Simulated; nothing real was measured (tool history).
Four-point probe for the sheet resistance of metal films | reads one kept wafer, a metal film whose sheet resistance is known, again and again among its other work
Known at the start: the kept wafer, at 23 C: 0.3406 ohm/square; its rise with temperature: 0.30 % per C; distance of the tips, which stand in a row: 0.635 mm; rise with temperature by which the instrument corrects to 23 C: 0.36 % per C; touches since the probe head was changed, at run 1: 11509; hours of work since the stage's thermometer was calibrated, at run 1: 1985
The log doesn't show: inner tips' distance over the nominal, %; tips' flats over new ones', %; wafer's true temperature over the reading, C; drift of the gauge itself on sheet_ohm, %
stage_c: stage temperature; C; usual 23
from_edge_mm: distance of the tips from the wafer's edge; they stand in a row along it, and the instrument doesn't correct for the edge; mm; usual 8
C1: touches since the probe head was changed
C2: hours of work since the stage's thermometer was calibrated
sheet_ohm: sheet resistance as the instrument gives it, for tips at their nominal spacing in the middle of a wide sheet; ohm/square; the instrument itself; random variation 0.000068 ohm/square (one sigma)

{"run": 1, "hour": 0.0, "stage_c": 23, "from_edge_mm": 8, "C1": 11509, "C2": 1985, "sheet_ohm": 0.341225}
{"run": 2, "hour": 13.7, "stage_c": 21, "from_edge_mm": 8, "C1": 11775, "C2": 1995, "sheet_ohm": 0.3417}
{"run": 3, "hour": 38.1, "stage_c": 21, "from_edge_mm": 8, "C1": 12247, "C2": 2013, "sheet_ohm": 0.341673}
{"run": 4, "hour": 54.1, "stage_c": 21, "from_edge_mm": 5, "C1": 12559, "C2": 2025, "sheet_ohm": 0.343549}
{"run": 5, "hour": 83.6, "stage_c": 21, "from_edge_mm": 5, "C1": 13131, "C2": 2048, "sheet_ohm": 0.343569}
{"run": 6, "hour": 97.1, "stage_c": 21, "from_edge_mm": 5, "C1": 13391, "C2": 2058, "sheet_ohm": 0.343505}
{"run": 7, "hour": 118.6, "stage_c": 21, "from_edge_mm": 5, "C1": 13810, "C2": 2074, "sheet_ohm": 0.343494}
{"run": 8, "hour": 136.2, "stage_c": 23, "from_edge_mm": 19, "C1": 14151, "C2": 2087, "sheet_ohm": 0.340512}
{"run": 9, "hour": 155.2, "stage_c": 23, "from_edge_mm": 8, "C1": 14518, "C2": 2101, "sheet_ohm": 0.341295}
{"hour": 157.2, "done": "stage's thermometer calibrated"}
{"run": 10, "hour": 185.1, "stage_c": 23, "from_edge_mm": 8, "C1": 15089, "C2": 21, "sheet_ohm": 0.34145}
{"run": 11, "hour": 205.7, "stage_c": 23, "from_edge_mm": 8, "C1": 15488, "C2": 36, "sheet_ohm": 0.341472}
{"run": 12, "hour": 218.6, "stage_c": 23, "from_edge_mm": 8, "C1": 15739, "C2": 46, "sheet_ohm": 0.34144}
{"run": 13, "hour": 243.4, "stage_c": 23, "from_edge_mm": 8, "C1": 16219, "C2": 65, "sheet_ohm": 0.341399}
{"run": 14, "hour": 259.1, "stage_c": 23, "from_edge_mm": 8, "C1": 16524, "C2": 77, "sheet_ohm": 0.341557}
{"run": 15, "hour": 283.1, "stage_c": 23, "from_edge_mm": 8, "C1": 16990, "C2": 95, "sheet_ohm": 0.341431}
{"hour": 304.3, "done": "stage's thermometer calibrated, once more"}
{"run": 16, "hour": 304.3, "stage_c": 23, "from_edge_mm": 8, "C1": 17390, "C2": 0, "sheet_ohm": 0.340943}
{"run": 17, "hour": 324.8, "stage_c": 23, "from_edge_mm": 4, "C1": 17787, "C2": 15, "sheet_ohm": 0.344346}
{"run": 18, "hour": 348.2, "stage_c": 32, "from_edge_mm": 73, "C1": 18242, "C2": 33, "sheet_ohm": 0.338042}
{"run": 19, "hour": 377.9, "stage_c": 22, "from_edge_mm": 16, "C1": 18817, "C2": 55, "sheet_ohm": 0.340376}
{"run": 20, "hour": 407.4, "stage_c": 29, "from_edge_mm": 13, "C1": 19389, "C2": 77, "sheet_ohm": 0.339071}
{"run": 21, "hour": 429.1, "stage_c": 19, "from_edge_mm": 6, "C1": 19811, "C2": 94, "sheet_ohm": 0.342751}
{"run": 22, "hour": 442.0, "stage_c": 21, "from_edge_mm": 31, "C1": 20061, "C2": 103, "sheet_ohm": 0.340294}
{"run": 23, "hour": 464.1, "stage_c": 31, "from_edge_mm": 13, "C1": 20489, "C2": 120, "sheet_ohm": 0.338703}
{"run": 24, "hour": 484.5, "stage_c": 18, "from_edge_mm": 26, "C1": 20884, "C2": 135, "sheet_ohm": 0.341007}
{"run": 25, "hour": 506.4, "stage_c": 32, "from_edge_mm": 4, "C1": 21310, "C2": 152, "sheet_ohm": 0.342502}
{"run": 26, "hour": 524.9, "stage_c": 20, "from_edge_mm": 6, "C1": 21669, "C2": 166, "sheet_ohm": 0.342488}
{"run": 27, "hour": 538.9, "stage_c": 29, "from_edge_mm": 38, "C1": 21939, "C2": 176, "sheet_ohm": 0.338729}
{"run": 28, "hour": 551.6, "stage_c": 23, "from_edge_mm": 4, "C1": 22186, "C2": 186, "sheet_ohm": 0.344433}
{"run": 29, "hour": 568.8, "stage_c": 23, "from_edge_mm": 4, "C1": 22519, "C2": 199, "sheet_ohm": 0.344509}

3 ways to go on from here, each from the tool as it stands after run 29. What would each give?
{"run": "A", "hour": 582.4, "stage_c": 22, "from_edge_mm": 55, "C1": 22783, "C2": 209, "sheet_ohm": "?"}
{"run": "B", "hour": 582.4, "stage_c": 24, "from_edge_mm": 43, "C1": 22783, "C2": 209, "sheet_ohm": "?"}
{"run": "C", "hour": 582.4, "stage_c": 35, "from_edge_mm": 21, "C1": 22783, "C2": 209, "sheet_ohm": "?"}

run=A sheet_ohm=0.340176
run=B sheet_ohm=0.339843
run=C sheet_ohm=0.337785
Without the tool's hidden state the same runs would have given:
run=A sheet_ohm=0.340877
run=B sheet_ohm=0.340542
run=C sheet_ohm=0.338479
